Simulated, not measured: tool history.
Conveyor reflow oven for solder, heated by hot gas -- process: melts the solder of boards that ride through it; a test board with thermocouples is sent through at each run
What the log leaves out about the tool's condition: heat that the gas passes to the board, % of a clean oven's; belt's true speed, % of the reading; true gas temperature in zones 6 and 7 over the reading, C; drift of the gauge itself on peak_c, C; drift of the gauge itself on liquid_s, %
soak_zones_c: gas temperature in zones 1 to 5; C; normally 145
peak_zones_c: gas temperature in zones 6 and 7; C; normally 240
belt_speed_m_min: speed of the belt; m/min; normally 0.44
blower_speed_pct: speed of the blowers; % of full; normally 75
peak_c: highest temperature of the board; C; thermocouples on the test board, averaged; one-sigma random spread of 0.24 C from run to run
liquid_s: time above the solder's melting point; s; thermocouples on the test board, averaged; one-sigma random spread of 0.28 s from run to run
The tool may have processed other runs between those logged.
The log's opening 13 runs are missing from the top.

| run | hour | soak_zones_c | peak_zones_c | belt_speed_m_min | blower_speed_pct | hours of work since the flux was cleaned out | hours of work since the belt drive was overhauled | hours of work since the thermocouples were changed | peak_c | liquid_s |
|---|---|---|---|---|---|---|---|---|---|---|
| 14 | 209.8 | 145 | 240 | 0.44 | 85 | 211 | 277 | 362 | 226.4 | 94.5 |
| 15 | 221.4 | 145 | 240 | 0.44 | 75 | 216 | 282 | 367 | 225.1 | 92.8 |
|  | 227.8 | flux residue cleaned out of gas plates and filters |
| 16 | 241.9 | 145 | 240 | 0.44 | 75 | 7 | 290 | 374 | 224.1 | 91.7 |
| 17 | 264.5 | 158 | 230 | 0.44 | 75 | 17 | 300 | 385 | 218 | 94.1 |
| 18 | 278.6 | 158 | 230 | 0.44 | 75 | 23 | 307 | 391 | 218.5 | 94.2 |
|  | 293 | flux residue cleaned out of gas plates and filters, once more |
| 19 | 293.4 | 145 | 240 | 0.433 | 53 | 0 | 311 | 396 | 222.5 | 92.1 |
| 20 | 308.6 | 145 | 240 | 0.433 | 53 | 7 | 318 | 403 | 223.3 | 92.1 |
| 21 | 319.5 | 157 | 240 | 0.51 | 72 | 12 | 323 | 408 | 223.8 | 84.8 |
| 22 | 339.2 | 143 | 240 | 0.44 | 75 | 21 | 332 | 417 | 226.7 | 92.8 |
| 23 | 360.7 | 145 | 240 | 0.44 | 75 | 31 | 342 | 427 | 226 | 94.1 |
| 24 | 372.9 | 145 | 240 | 0.44 | 75 | 37 | 348 | 433 | 227.2 | 94.2 |
| 25 | 387.5 | 150 | 239 | 0.418 | 75 | 44 | 355 | 439 | 227.9 | 103.8 |
| 26 | 405.1 | 134 | 240 | 0.416 | 75 | 52 | 363 | 447 | 226.8 | 94.5 |
| 27 | 426.5 | 158 | 230 | 0.49 | 68 | 62 | 373 | 457 | 216.1 | 83 |
| 28 | 439.9 | 147 | 230 | 0.49 | 84 | 68 | 379 | 463 | 216.2 | 77 |
| 29 | 451 | 131 | 230 | 0.371 | 73 | 73 | 384 | 469 | 220 | 99.2 |
| 30 | 466.6 | 131 | 230 | 0.371 | 73 | 80 | 391 | 476 | 220.1 | 98.9 |

Below are 5 alternative next runs, each starting from the tool's condition after run 30. Predict each:
| A | 483.7 | 132 | 237 | 0.44 | 85 | 88 | 399 | 484 | ? | ? |
| B | 483.7 | 131 | 254 | 0.371 | 73 | 88 | 399 | 484 | ? | ? |
| C | 483.7 | 132 | 240 | 0.357 | 75 | 88 | 399 | 484 | ? | ? |
| D | 483.7 | 131 | 230 | 0.371 | 80 | 88 | 399 | 484 | ? | ? |
| E | 483.7 | 148 | 246 | 0.371 | 62 | 88 | 399 | 484 | ? | ? |

| run | peak_c | liquid_s |
|---|---|---|
| A | 223.2 | 85.5 |
| B | 241.9 | 118.1 |
| C | 230.2 | 114.3 |
| D | 220.9 | 99.6 |
| E | 235.5 | 121.6 |
With no hidden state in the tool, these same runs would have given:
| run | peak_c | liquid_s |
|---|---|---|
| A | 222.1 | 84.4 |
| B | 240.6 | 116.9 |
| C | 228.9 | 113 |
| D | 219.6 | 98.2 |
| E | 234.2 | 120.3 |

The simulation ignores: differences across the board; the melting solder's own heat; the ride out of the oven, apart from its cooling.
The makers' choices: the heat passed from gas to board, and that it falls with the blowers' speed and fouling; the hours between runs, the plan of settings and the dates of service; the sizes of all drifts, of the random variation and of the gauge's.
